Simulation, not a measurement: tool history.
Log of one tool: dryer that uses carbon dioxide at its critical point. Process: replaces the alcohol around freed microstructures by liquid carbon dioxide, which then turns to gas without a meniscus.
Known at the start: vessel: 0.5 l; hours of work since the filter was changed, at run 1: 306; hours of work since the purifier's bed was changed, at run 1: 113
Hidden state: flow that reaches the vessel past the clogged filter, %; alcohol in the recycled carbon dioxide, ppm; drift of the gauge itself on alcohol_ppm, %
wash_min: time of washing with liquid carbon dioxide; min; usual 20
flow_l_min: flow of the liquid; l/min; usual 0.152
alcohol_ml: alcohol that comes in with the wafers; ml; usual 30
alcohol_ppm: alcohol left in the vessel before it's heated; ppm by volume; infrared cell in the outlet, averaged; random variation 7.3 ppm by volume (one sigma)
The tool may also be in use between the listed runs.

run,hour,wash_min,flow_l_min,alcohol_ml,hours of work since the filter was changed,hours of work since the purifier's bed was changed,alcohol_ppm
1,0.0,20,0.152,30,306,113,681
2,24.8,20,0.152,30,321,128,723
3,57.7,20,0.152,30,342,149,731
4,86.5,17,0.152,30,361,168,1446
5,112.0,20,0.152,30,377,184,807
6,135.3,20,0.175,30,391,199,457
# hour 148.0: inlet filter changed
7,169.7,20,0.175,30,14,220,202
8,192.6,20,0.152,44,28,234,585
9,237.7,20,0.152,23,57,263,350
10,280.5,20,0.152,30,84,290,476
11,322.7,20,0.152,30,111,317,510
12,347.7,20,0.152,30,127,333,529
13,374.3,20,0.152,30,144,350,542
14,403.2,20,0.093,30,162,368,3326
15,432.6,25,0.152,30,181,387,226
16,473.2,25,0.152,30,206,412,250
17,506.2,20,0.152,30,227,433,646
18,525.1,20,0.152,30,239,445,683
19,550.5,20,0.152,30,255,461,695
20,590.5,20,0.152,30,281,487,730
21,617.1,20,0.152,30,297,504,746
22,654.7,20,0.152,30,321,527,777
23,682.4,26,0.107,29,339,545,1154
24,723.9,26,0.107,29,365,571,1227
25,752.1,17,0.107,27,383,589,4261
# hour 778.6: inlet filter changed
26,780.8,16,0.145,86,1,607,3586
27,804.7,29,0.113,70,17,622,667
28,837.7,15,0.112,26,37,643,3313
29,882.4,15,0.106,55,66,671,8276
30,927.1,20,0.258,69,94,699,157
31,953.6,20,0.258,69,111,716,154
32,984.2,20,0.208,30,130,736,211
33,1018.8,13,0.138,120,152,758,13812
34,1039.7,32,0.105,96,166,771,1115
35,1074.1,15,0.190,101,187,793,2529
36,1109.6,14,0.233,60,210,815,909
37,1150.4,20,0.157,39,236,841,780
38,1172.0,15,0.152,74,249,855,4727
39,1194.2,15,0.152,74,264,869,4723
40,1223.0,13,0.186,29,282,887,1706
41,1266.5,13,0.186,88,309,915,5122

3 ways to go on from here, each from the tool as it stands after run 41. What would each give?
A,1309.1,16,0.152,109,336,942,?
B,1309.1,20,0.094,30,336,942,?
C,1309.1,27,0.201,30,336,942,?

run,alcohol_ppm
A,6499
B,4102
C,178
Without the tool's hidden state the same runs would have given:
run,alcohol_ppm
A,3561
B,2531
C,9
